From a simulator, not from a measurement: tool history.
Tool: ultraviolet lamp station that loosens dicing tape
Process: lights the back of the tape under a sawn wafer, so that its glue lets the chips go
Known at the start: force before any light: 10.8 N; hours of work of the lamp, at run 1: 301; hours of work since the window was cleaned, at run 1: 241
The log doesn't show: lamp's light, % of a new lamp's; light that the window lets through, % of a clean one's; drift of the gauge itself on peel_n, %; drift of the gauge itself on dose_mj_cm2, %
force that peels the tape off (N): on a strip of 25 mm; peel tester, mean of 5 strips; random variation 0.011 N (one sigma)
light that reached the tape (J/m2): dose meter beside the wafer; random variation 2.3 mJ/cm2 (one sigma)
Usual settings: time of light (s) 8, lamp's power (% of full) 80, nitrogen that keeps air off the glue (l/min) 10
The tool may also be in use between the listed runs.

| run | hour | time of light (s) | lamp's power (% of full) | nitrogen that keeps air off the glue (l/min) | hours of work of the lamp | hours of work since the window was cleaned | force that peels the tape off (N) | light that reached the tape (J/m2) |
|---|---|---|---|---|---|---|---|---|
| 1 | 0 | 8 | 80 | 10 | 301 | 241 | 0.851 | 1790 |
| 2 | 11.5 | 8 | 80 | 10 | 310 | 250 | 0.898 | 1760 |
| 3 | 18.5 | 8 | 80 | 10 | 316 | 256 | 0.897 | 1760 |
| 4 | 29.9 | 8 | 80 | 11 | 324 | 264 | 0.849 | 1760 |
| 5 | 38.5 | 8 | 80 | 11 | 331 | 271 | 0.838 | 1750 |
| 6 | 45 | 8 | 80 | 11 | 336 | 276 | 0.847 | 1780 |
| 7 | 53.6 | 8 | 80 | 11 | 343 | 283 | 0.858 | 1750 |
| 8 | 58.8 | 8 | 80 | 10 | 347 | 287 | 0.944 | 1700 |
| 9 | 67.5 | 8 | 80 | 10 | 353 | 293 | 0.935 | 1710 |
| 10 | 73.7 | 8 | 80 | 10 | 358 | 298 | 0.941 | 1740 |
| 11 | 79.8 | 5 | 80 | 10 | 363 | 303 | 2.31 | 1100 |
| 12 | 89.3 | 5 | 80 | 10 | 370 | 310 | 2.362 | 1070 |
| 13 | 99.7 | 5 | 80 | 10 | 378 | 318 | 2.523 | 1040 |
|  | 101.1 | window cleaned of glue's vapour |
| 14 | 108.2 | 8 | 80 | 10 | 384 | 5 | 1.181 | 1520 |
| 15 | 113.3 | 4 | 80 | 10 | 388 | 9 | 3.496 | 790 |
| 16 | 118.7 | 8 | 80 | 10 | 392 | 14 | 1.195 | 1600 |
| 17 | 123.6 | 8 | 80 | 10 | 396 | 17 | 1.23 | 1540 |
| 18 | 131.1 | 8 | 80 | 10 | 402 | 23 | 1.173 | 1570 |
| 19 | 142.6 | 8 | 80 | 10 | 411 | 32 | 1.226 | 1570 |
|  | 146.6 | window cleaned of glue's vapour, once more |
| 20 | 151.3 | 11 | 80 | 10 | 417 | 4 | 0.345 | 2550 |
| 21 | 160.6 | 6 | 97 | 3 | 424 | 11 | 2.691 | 1650 |
| 22 | 171.3 | 8 | 98 | 4 | 432 | 19 | 1.25 | 2230 |
| 23 | 176.4 | 8 | 98 | 4 | 436 | 23 | 1.293 | 2230 |
| 24 | 181.8 | 6 | 78 | 4 | 440 | 27 | 3.135 | 1310 |
| 25 | 187.5 | 8 | 99 | 10 | 445 | 31 | 0.522 | 2250 |
| 26 | 199.6 | 8 | 85 | 8 | 454 | 41 | 0.955 | 1860 |
| 27 | 205.8 | 8 | 85 | 8 | 459 | 45 | 0.953 | 1870 |
| 28 | 214.9 | 8 | 85 | 8 | 466 | 52 | 0.957 | 1860 |
| 29 | 222.4 | 8 | 85 | 8 | 471 | 58 | 0.954 | 1880 |
| 30 | 227.6 | 8 | 80 | 7 | 475 | 62 | 1.269 | 1760 |
| 31 | 237 | 8 | 80 | 7 | 483 | 69 | 1.242 | 1740 |
| 32 | 245.4 | 8 | 80 | 7 | 489 | 76 | 1.33 | 1750 |
| 33 | 253.8 | 8 | 80 | 7 | 496 | 82 | 1.312 | 1720 |
| 34 | 263.2 | 15 | 82 | 4 | 503 | 90 | 0.488 | 3340 |
| 35 | 274.6 | 6 | 80 | 13 | 512 | 98 | 1.436 | 1290 |
| 36 | 279.6 | 8 | 80 | 3 | 515 | 102 | 2.617 | 1730 |
| 37 | 290.3 | 15 | 73 | 8 | 524 | 110 | 0.304 | 2900 |
| 38 | 296.9 | 10 | 100 | 12 | 529 | 115 | 0.245 | 2580 |
| 39 | 308.4 | 8 | 80 | 18 | 538 | 124 | 0.579 | 1650 |
| 40 | 317 | 12 | 80 | 19 | 544 | 131 | 0.18 | 2510 |

3 ways to go on from here, each from the tool as it stands after run 40. What would each give?
| A | 322.1 | 8 | 71 | 10 | 548 | 135 | ? | ? |
| B | 322.1 | 5 | 80 | 9 | 548 | 135 | ? | ? |
| C | 322.1 | 5 | 84 | 3 | 548 | 135 | ? | ? |

| run | force that peels the tape off (N) | light that reached the tape (J/m2) |
|---|---|---|
| A | 1.37 | 1450 |
| B | 2.609 | 1020 |
| C | 4.39 | 1080 |
Without the tool's hidden state the same runs would have given:
| run | force that peels the tape off (N) | light that reached the tape (J/m2) |
|---|---|---|
| A | 0.709 | 1940 |
| B | 1.646 | 1370 |
| C | 3.238 | 1450 |
